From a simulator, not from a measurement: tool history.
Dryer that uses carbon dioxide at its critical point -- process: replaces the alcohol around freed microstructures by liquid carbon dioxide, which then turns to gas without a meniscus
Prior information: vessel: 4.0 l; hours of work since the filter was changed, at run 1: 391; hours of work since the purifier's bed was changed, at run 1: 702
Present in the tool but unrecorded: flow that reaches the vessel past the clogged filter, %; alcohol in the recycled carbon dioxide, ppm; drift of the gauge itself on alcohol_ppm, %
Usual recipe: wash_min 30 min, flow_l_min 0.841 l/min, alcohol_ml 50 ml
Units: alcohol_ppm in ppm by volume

| run | hour | wash_min | flow_l_min | alcohol_ml | hours of work since the filter was changed | hours of work since the purifier's bed was changed | alcohol_ppm |
|---|---|---|---|---|---|---|---|
| 1 | 0.0 | 30 | 0.841 | 50 | 391 | 702 | 193 |
| 2 | 37.7 | 30 | 0.841 | 50 | 413 | 724 | 212 |
| 3 | 62.6 | 30 | 0.841 | 65 | 428 | 738 | 248 |
| 4 | 81.0 | 30 | 0.841 | 65 | 438 | 749 | 268 |
| 5 | 104.9 | 30 | 0.841 | 65 | 452 | 763 | 266 |
| 6 | 127.9 | 27 | 0.841 | 50 | 465 | 776 | 309 |
| 7 | 146.9 | 30 | 0.841 | 50 | 476 | 787 | 220 |
| 8 | 177.2 | 30 | 0.841 | 50 | 494 | 804 | 220 |
|  | 200.7 | purifier's bed changed |
| 9 | 200.7 | 30 | 0.841 | 50 | 505 | 0 | 156 |
| 10 | 224.9 | 30 | 0.841 | 50 | 519 | 14 | 159 |
| 11 | 256.2 | 30 | 0.841 | 50 | 538 | 32 | 181 |
| 12 | 285.9 | 30 | 0.841 | 50 | 555 | 49 | 183 |
|  | 297.3 | inlet filter changed |
| 13 | 311.9 | 30 | 0.841 | 50 | 8 | 64 | 124 |
| 14 | 353.8 | 30 | 0.841 | 50 | 33 | 88 | 135 |
| 15 | 375.6 | 30 | 0.841 | 50 | 45 | 100 | 137 |
| 16 | 407.6 | 30 | 0.841 | 50 | 64 | 119 | 139 |
| 17 | 427.8 | 30 | 0.841 | 50 | 75 | 131 | 124 |
| 18 | 450.4 | 30 | 0.841 | 50 | 88 | 144 | 143 |
| 19 | 476.2 | 30 | 0.841 | 50 | 103 | 158 | 136 |
| 20 | 498.7 | 34 | 0.841 | 50 | 116 | 171 | 87 |
| 21 | 538.6 | 34 | 0.841 | 50 | 139 | 195 | 92 |
| 22 | 581.2 | 35 | 0.841 | 70 | 164 | 219 | 112 |
| 23 | 615.9 | 35 | 0.841 | 70 | 184 | 239 | 109 |
| 24 | 658.7 | 34 | 1.297 | 41 | 209 | 264 | 32 |
| 25 | 676.3 | 44 | 0.804 | 64 | 219 | 274 | 50 |
| 26 | 713.4 | 20 | 0.576 | 81 | 240 | 295 | 2666 |
| 27 | 735.2 | 30 | 0.841 | 36 | 253 | 308 | 130 |
| 28 | 772.7 | 29 | 0.617 | 38 | 274 | 330 | 429 |
| 29 | 801.9 | 29 | 0.617 | 38 | 291 | 347 | 428 |
| 30 | 823.3 | 37 | 0.540 | 87 | 304 | 359 | 664 |
| 31 | 844.3 | 37 | 0.540 | 87 | 316 | 371 | 674 |
| 32 | 866.6 | 18 | 0.940 | 80 | 329 | 384 | 1068 |
| 33 | 899.9 | 18 | 0.841 | 31 | 348 | 403 | 586 |
| 34 | 924.5 | 31 | 1.075 | 50 | 362 | 417 | 74 |
| 35 | 951.4 | 26 | 0.586 | 63 | 378 | 433 | 1151 |
| 36 | 980.3 | 23 | 0.816 | 39 | 394 | 450 | 412 |
| 37 | 1000.5 | 36 | 0.816 | 27 | 406 | 461 | 79 |
| 38 | 1025.0 | 40 | 0.833 | 89 | 420 | 475 | 105 |
| 39 | 1053.0 | 40 | 0.833 | 89 | 436 | 491 | 104 |
| 40 | 1088.0 | 40 | 0.833 | 89 | 456 | 512 | 114 |
| 41 | 1113.6 | 30 | 0.841 | 72 | 471 | 526 | 276 |

Some steps in alcohol_ppm, run to run, broken into two amounts with sign: the step expected even without the hidden condition (settings, incoming material, random variation), and the rest, left for the hidden condition together with whatever gauge scatter is not in both the measured and the hidden-condition-free result:
Run 25 -> 26: wash_min 44 -> 20, flow_l_min 0.804 -> 0.576, alcohol_ml 64 -> 81. alcohol_ppm +2616 ppm by volume: hidden state +222, all else +2394.
Run 26 -> 27: wash_min 20 -> 30, flow_l_min 0.576 -> 0.841, alcohol_ml 81 -> 36. alcohol_ppm -2536 ppm by volume: hidden state -206, all else -2330.
Run 34 -> 35: wash_min 31 -> 26, flow_l_min 1.075 -> 0.586, alcohol_ml 50 -> 63. alcohol_ppm +1077 ppm by volume: hidden state +172, all else +905.
